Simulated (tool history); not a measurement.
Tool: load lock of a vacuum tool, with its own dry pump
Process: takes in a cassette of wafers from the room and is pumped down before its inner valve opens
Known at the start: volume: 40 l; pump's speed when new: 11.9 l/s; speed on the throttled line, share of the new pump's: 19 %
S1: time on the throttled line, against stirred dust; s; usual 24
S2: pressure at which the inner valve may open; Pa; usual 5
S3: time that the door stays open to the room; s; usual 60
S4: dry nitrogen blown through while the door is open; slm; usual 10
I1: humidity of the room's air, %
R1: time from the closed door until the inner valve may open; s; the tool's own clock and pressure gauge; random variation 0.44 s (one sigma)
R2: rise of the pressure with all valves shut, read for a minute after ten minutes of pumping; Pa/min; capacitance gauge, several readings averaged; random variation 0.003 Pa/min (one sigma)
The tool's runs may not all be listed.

{"run": 1, "hour": 0.0, "S1": 24, "S2": 5, "S3": 60, "S4": 10, "I1": 44.5, "R1": 58, "R2": 0.126}
{"run": 2, "hour": 396.5, "S1": 24, "S2": 5, "S3": 60, "S4": 10, "I1": 46.5, "R1": 58.9, "R2": 0.136}
{"run": 3, "hour": 700.4, "S1": 24, "S2": 5, "S3": 60, "S4": 10, "I1": 45.3, "R1": 56.8, "R2": 0.14}
{"run": 4, "hour": 1100.2, "S1": 24, "S2": 5, "S3": 60, "S4": 10, "I1": 46.4, "R1": 58.7, "R2": 0.148}
{"run": 5, "hour": 1597.8, "S1": 24, "S2": 5, "S3": 60, "S4": 10, "I1": 48.1, "R1": 58.1, "R2": 0.162}
{"run": 6, "hour": 1881.9, "S1": 24, "S2": 5, "S3": 60, "S4": 10, "I1": 49.2, "R1": 58.1, "R2": 0.166}
{"run": 7, "hour": 2223.0, "S1": 24, "S2": 5, "S3": 60, "S4": 10, "I1": 47.4, "R1": 58.8, "R2": 0.169}
{"run": 8, "hour": 2653.8, "S1": 24, "S2": 5, "S3": 60, "S4": 8, "I1": 46.6, "R1": 59, "R2": 0.179}
{"run": 9, "hour": 3060.0, "S1": 24, "S2": 5, "S3": 60, "S4": 8, "I1": 42, "R1": 58.7, "R2": 0.189}
{"run": 10, "hour": 3366.6, "S1": 24, "S2": 5, "S3": 60, "S4": 8, "I1": 43.5, "R1": 59.2, "R2": 0.197}
{"run": 11, "hour": 3734.9, "S1": 24, "S2": 5, "S3": 60, "S4": 8, "I1": 45.3, "R1": 58.9, "R2": 0.211}
{"run": 12, "hour": 4172.7, "S1": 24, "S2": 5, "S3": 60, "S4": 27, "I1": 49.6, "R1": 59.8, "R2": 0.208}
{"run": 13, "hour": 4525.7, "S1": 24, "S2": 5, "S3": 60, "S4": 27, "I1": 44, "R1": 59.9, "R2": 0.216}
{"run": 14, "hour": 4985.4, "S1": 24, "S2": 5, "S3": 120, "S4": 10, "I1": 47.9, "R1": 59.8, "R2": 0.259}
{"run": 15, "hour": 5553.5, "S1": 24, "S2": 5, "S3": 120, "S4": 10, "I1": 44, "R1": 61.1, "R2": 0.269}
{"run": 16, "hour": 5902.5, "S1": 24, "S2": 5, "S3": 120, "S4": 10, "I1": 47.9, "R1": 59.9, "R2": 0.29}
{"run": 17, "hour": 6442.2, "S1": 12, "S2": 5, "S3": 60, "S4": 10, "I1": 46.7, "R1": 50, "R2": 0.286}
{"run": 18, "hour": 7014.3, "S1": 12, "S2": 5, "S3": 60, "S4": 10, "I1": 45.3, "R1": 51.7, "R2": 0.045}
{"run": 19, "hour": 7372.2, "S1": 12, "S2": 5, "S3": 60, "S4": 10, "I1": 42, "R1": 52, "R2": 0.046}
{"run": 20, "hour": 7744.3, "S1": 12, "S2": 5, "S3": 60, "S4": 10, "I1": 41.7, "R1": 51.1, "R2": 0.052}
{"run": 21, "hour": 8072.4, "S1": 20, "S2": 5, "S3": 165, "S4": 10, "I1": 44.5, "R1": 58.4, "R2": 0.084}
{"run": 22, "hour": 8584.8, "S1": 20, "S2": 5, "S3": 114, "S4": 8, "I1": 45.2, "R1": 58.4, "R2": 0.082}
{"run": 23, "hour": 8907.1, "S1": 20, "S2": 5, "S3": 114, "S4": 8, "I1": 42.9, "R1": 57.6, "R2": 0.08}
{"run": 24, "hour": 9460.9, "S1": 20, "S2": 5, "S3": 114, "S4": 8, "I1": 44.6, "R1": 58.7, "R2": 0.088}
{"run": 25, "hour": 9858.2, "S1": 20, "S2": 5, "S3": 114, "S4": 8, "I1": 42.4, "R1": 58.4, "R2": 0.086}
{"run": 26, "hour": 10386.8, "S1": 20, "S2": 5, "S3": 114, "S4": 8, "I1": 44.3, "R1": 49.5, "R2": 0.099}
{"run": 27, "hour": 10711.9, "S1": 36, "S2": 8, "S3": 68, "S4": 32, "I1": 44.3, "R1": 60.8, "R2": 0.068}
{"run": 28, "hour": 10986.0, "S1": 36, "S2": 8, "S3": 68, "S4": 32, "I1": 42.8, "R1": 61.2, "R2": 0.072}
{"run": 29, "hour": 11266.3, "S1": 24, "S2": 5, "S3": 202, "S4": 10, "I1": 43.1, "R1": 52.9, "R2": 0.124}
{"run": 30, "hour": 11511.0, "S1": 24, "S2": 5, "S3": 202, "S4": 10, "I1": 46.7, "R1": 53.3, "R2": 0.136}
{"run": 31, "hour": 11804.7, "S1": 24, "S2": 5, "S3": 60, "S4": 7, "I1": 44.7, "R1": 53.6, "R2": 0.099}
{"run": 32, "hour": 12325.4, "S1": 16, "S2": 5, "S3": 60, "S4": 4, "I1": 47.9, "R1": 47.9, "R2": 0.119}
{"run": 33, "hour": 12595.1, "S1": 14, "S2": 5, "S3": 60, "S4": 10, "I1": 47, "R1": 45.9, "R2": 0.114}
{"run": 34, "hour": 12906.6, "S1": 19, "S2": 6, "S3": 100, "S4": 7, "I1": 45.9, "R1": 49.5, "R2": 0.131}
{"run": 35, "hour": 13144.8, "S1": 33, "S2": 6, "S3": 100, "S4": 7, "I1": 45.8, "R1": 60, "R2": 0.132}
{"run": 36, "hour": 13506.1, "S1": 13, "S2": 6, "S3": 39, "S4": 10, "I1": 45.7, "R1": 44.7, "R2": 0.114}
{"run": 37, "hour": 13792.9, "S1": 24, "S2": 9, "S3": 60, "S4": 42, "I1": 49.9, "R1": 52.3, "R2": 0.109}
{"run": 38, "hour": 14271.7, "S1": 24, "S2": 9, "S3": 60, "S4": 42, "I1": 44.3, "R1": 51.2, "R2": 0.127}

Taken out of this log: 2 entries between the listed runs. Where each belongs, and how the hidden state differs across it:
Between runs 17 and 18: door's seal changed, seat wiped (hour 6812.2)
  pump's speed, % of a new pump's: 80.2 -> 79.7; leak at the door's seal, Pa l/s: 0.1631 -> 0.0032
  measured less the result without the state, R1: +7.7 -> +8 s; R2: +0.24 -> +0.002 Pa/min
Between runs 25 and 26: dry pump taken out, an overhauled one fitted (hour 10072.1)
  pump's speed, % of a new pump's: 77.2 -> 99.6; leak at the door's seal, Pa l/s: 0.0189 -> 0.0227
  measured less the result without the state, R1: +8.8 -> +0.2 s; R2: +0.026 -> +0.031 Pa/min

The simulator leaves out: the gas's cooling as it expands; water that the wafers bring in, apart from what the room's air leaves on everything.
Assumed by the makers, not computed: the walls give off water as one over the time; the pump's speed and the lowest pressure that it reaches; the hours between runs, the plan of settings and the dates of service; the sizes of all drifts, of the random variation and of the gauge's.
